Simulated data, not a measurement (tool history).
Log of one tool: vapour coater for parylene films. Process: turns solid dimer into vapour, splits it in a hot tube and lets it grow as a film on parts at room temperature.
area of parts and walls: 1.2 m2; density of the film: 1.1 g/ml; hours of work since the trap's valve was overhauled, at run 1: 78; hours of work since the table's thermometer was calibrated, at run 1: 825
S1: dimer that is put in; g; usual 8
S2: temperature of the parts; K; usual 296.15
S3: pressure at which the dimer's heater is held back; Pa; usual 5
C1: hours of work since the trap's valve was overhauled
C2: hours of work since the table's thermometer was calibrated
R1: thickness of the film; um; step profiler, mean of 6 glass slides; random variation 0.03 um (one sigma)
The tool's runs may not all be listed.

run    hour  S1      S2     S3   C1    C2    R1
  1       0   8  296.15      5   78   825  4.19
  2      62   8  296.15      5  103   850  4.21
  3   104.2   8  296.15      5  120   867  4.18
  4   164.1   8  296.15   3.77  144   892  4.37
  5     200   8  289.15      5  158   906  4.66
  6   229.4   8  289.15      5  170   918  4.69
  7   277.6   8  289.15      5  190   937  4.61
  8   339.3   8  289.15      5  215   962  4.64
  9   391.1   8  289.15      5  236   983  4.63
 10   438.9   8  289.15      5  255  1002  4.59
 11   497.1   8  289.15      5  278  1026  4.56
 12   560.2   8  289.15      5  304  1051  4.58
 13   627.2   9  296.15      5  331  1078  4.52
 14   685.1   8  296.15   4.02  354  1102  4.17
 15   716.3   8  296.15      5  367  1114   3.9
 16   761.4   8  296.15      5  385  1133  3.92
 17   828.5   8  296.15   5.72  412  1160  3.85
 18   895.8   8  296.15   5.72  439  1187  3.85
 19     956   8  296.15   5.72  464  1211  3.77
 20  1009.9   8  296.15      5  485  1233  3.89
 21  1076.7  11  305.15   7.61  512  1260  4.09
 22  1104.4  11  305.15   7.61  523  1271  4.12
 23  1133.3  11  305.15   7.61  535  1283  4.07
 24  1184.3   7  291.15      5  556  1303  3.65
 25  1215.1   4  301.15   2.26  568  1316  2.07
 26  1257.9   8  296.15   3.42  585  1333  4.16
 27  1296.3   7  296.15      5  601  1349  3.36
 28  1338.1  11  297.15   7.49  618  1365  4.71
     1361.3  -- trap's valve overhauled
 29  1370.7  12  296.15   4.22    4  1377  6.56
 30  1422.6  12  296.15  10.01   25  1398  5.37
 31  1477.5  12  296.15  10.01   47  1420  5.34
 32  1516.3   8  294.15      5   63  1436  4.32
 33  1569.8  10  303.15   2.25   84  1457   5.4
 34  1619.9   4  303.15   2.25  104  1478  2.19
 35  1686.3   5  299.15      5  131  1504  2.46
 36  1721.3   4  307.15    8.9  145  1519   1.5
 37  1769.7   5  307.15    8.9  165  1538  1.82
 38    1821   5  307.15    8.9  186  1559  1.84
 39  1877.2  10  307.15    8.9  208  1581  3.61
 40    1915   7  299.15   4.27  224  1597  3.47

5 ways to go on from here, each from the tool as it stands after run 40. What would each give?
  A  1963.6   3  299.15  5.17  243  1616   ?
  B  1963.6   8  290.15  2.06  243  1616   ?
  C  1963.6   7  298.15  3.05  243  1616   ?
  D  1963.6   8  289.15     5  243  1616   ?
  E  1963.6   8  296.15  2.47  243  1616   ?

run    R1
  A  1.43
  B  5.52
  C  3.86
  D  4.57
  E  4.77
Without the tool's hidden state the same runs would have given:
run    R1
  A  1.51
  B  5.83
  C  4.08
  D  4.83
  E  5.03
